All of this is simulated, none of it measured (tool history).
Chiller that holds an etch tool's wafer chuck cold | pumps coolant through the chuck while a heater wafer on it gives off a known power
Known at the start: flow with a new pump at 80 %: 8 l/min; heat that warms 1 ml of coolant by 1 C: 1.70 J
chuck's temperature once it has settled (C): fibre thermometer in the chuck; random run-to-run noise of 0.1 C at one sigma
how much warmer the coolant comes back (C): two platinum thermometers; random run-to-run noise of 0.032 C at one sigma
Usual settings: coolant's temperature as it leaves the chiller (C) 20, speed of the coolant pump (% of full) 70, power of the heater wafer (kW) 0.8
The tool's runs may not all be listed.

run   hour  coolant's temperature as it leaves the chiller (C)  speed of the coolant pump (% of full)  power of the heater wafer (kW)  chuck's temperature once it has settled (C)  how much warmer the coolant comes back (C)
  1      0                                                  20                                     70                             0.8                                         27.2                                        4.13
  2   30.7                                                  20                                     70                             0.8                                         27.3                                        4.11
  3   55.3                                                  20                                     70                             0.8                                         27.3                                        4.17
  4   90.2                                                  20                                     70                             0.8                                         27.5                                        4.06
  5  111.4                                                  20                                     70                           0.426                                         24.1                                        2.16
  6  140.7                                                  20                                     70                           1.032                                         29.3                                        5.29
  7  160.4                                                  20                                     70                           1.032                                         29.1                                        5.26
  8  187.4                                                  20                                     70                           1.032                                         29.2                                        5.33
  9  205.6                                                  20                                     70                           1.032                                         29.2                                        5.24
 10  232.7                                                  20                                     70                           1.032                                         29.4                                        5.24
 11  268.3                                                  20                                     70                           1.032                                         29.3                                        5.31
 12    296                                                  20                                     75                             0.8                                         27.1                                         3.8
 13  311.9                                                  20                                     70                             0.8                                         27.2                                         4.1
 14  328.3                                                  20                                     70                             0.8                                         27.3                                        4.11
 15  362.7                                                  28                                     88                           0.406                                         31.2                                        1.62

The next listed run, before its measurement:
 16  384.7                                                  15                                     84                           0.761                                            ?                                           ?

chuck's temperature once it has settled (C): 21
how much warmer the coolant comes back (C): 3.2
Minus the tool's unlogged condition, the same run would have read chuck's temperature once it has settled (C) 20.3, how much warmer the coolant comes back (C) 3.19.
